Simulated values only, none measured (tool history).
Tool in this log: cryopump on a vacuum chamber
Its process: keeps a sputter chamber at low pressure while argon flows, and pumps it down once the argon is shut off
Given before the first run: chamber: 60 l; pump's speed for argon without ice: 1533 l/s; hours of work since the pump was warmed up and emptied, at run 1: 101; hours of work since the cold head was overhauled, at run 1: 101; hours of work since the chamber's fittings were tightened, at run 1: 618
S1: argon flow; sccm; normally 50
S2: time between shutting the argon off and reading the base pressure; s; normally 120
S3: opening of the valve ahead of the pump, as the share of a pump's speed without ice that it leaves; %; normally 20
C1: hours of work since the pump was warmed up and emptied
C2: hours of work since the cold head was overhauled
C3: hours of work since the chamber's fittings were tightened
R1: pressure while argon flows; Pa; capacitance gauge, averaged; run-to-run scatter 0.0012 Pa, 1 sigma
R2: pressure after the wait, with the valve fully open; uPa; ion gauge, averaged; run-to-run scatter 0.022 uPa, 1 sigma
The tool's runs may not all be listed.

run   hour  S1   S2  S3   C1   C2   C3      R1    R2
  1      0  50  120  20  101  101  618  0.2798  0.82
  2   31.6  76  120  20  115  115  631   0.425  0.83
  3   70.3  76  120  20  131  131  648  0.4271  0.83
  4   91.7  76  120  20  140  140  656  0.4288   0.8
  5  109.9  76  120  20  147  147  664  0.4305  0.81
  6  130.2  76  120  20  156  156  673  0.4302  0.88
  7    153  76  120  20  165  165  682  0.4275  0.89
  8  193.4  76  120  20  182  182  699  0.4327  0.85
  9  234.5  76  120  20  199  199  716  0.4321  0.87
 10  260.6  50  120  20  210  210  727  0.2847  0.88
 11    293  39  120  20  224  224  741  0.2242  0.91
 12    336  39  120  20  242  242  758  0.2218  0.92
 13  375.2  50  156  20  258  258  775   0.287  0.81
 14  402.9  48   46  27  270  270  786  0.2081  1.57
 15  426.6  48   46  27  280  280  796  0.2079  1.58
 16  445.4  96   26  24  287  287  804  0.4685  2.35
 17    489  69   49  17  306  306  822  0.4656  1.54
 18  532.4  69   49  17  324  324  840  0.4668  1.56
 19    551  38   80  48  332  332  848  0.1005  1.21
     592.2  -- pump warmed up, emptied and cooled again
 20  593.4  38   80  48    0  347  864  0.0879  1.08
 21  634.2  38   52  37   18  364  881  0.1144  1.42
 22  665.8  98  120  17   31  377  894  0.6425  0.88
 23  692.9  98  120  45   42  389  905  0.2461  0.96
 24  712.3  98  120  45   50  397  914   0.245  0.94

Here are 5 independent what-if runs from the current tool condition. What would each one return?
  A  739.3  36  120  45  61  408  925   ?   ?
  B  739.3  30  120  20  61  408  925   ?   ?
  C  739.3  98   70  54  61  408  925   ?   ?
  D  739.3  31   31  45  61  408  925   ?   ?
  E  739.3  25  102  46  61  408  925   ?   ?

run      R1    R2
  A  0.0917  0.94
  B  0.1667  0.89
  C  0.2061  1.18
  D  0.0777  2.05
  E  0.0616  0.95
The same runs, with their run-to-run variation unchanged, on a tool lacking any hidden condition would have given:
run      R1    R2
  A  0.0895   0.6
  B  0.1649  0.57
  C     0.2  0.85
  D  0.0758  1.72
  E    0.06  0.63
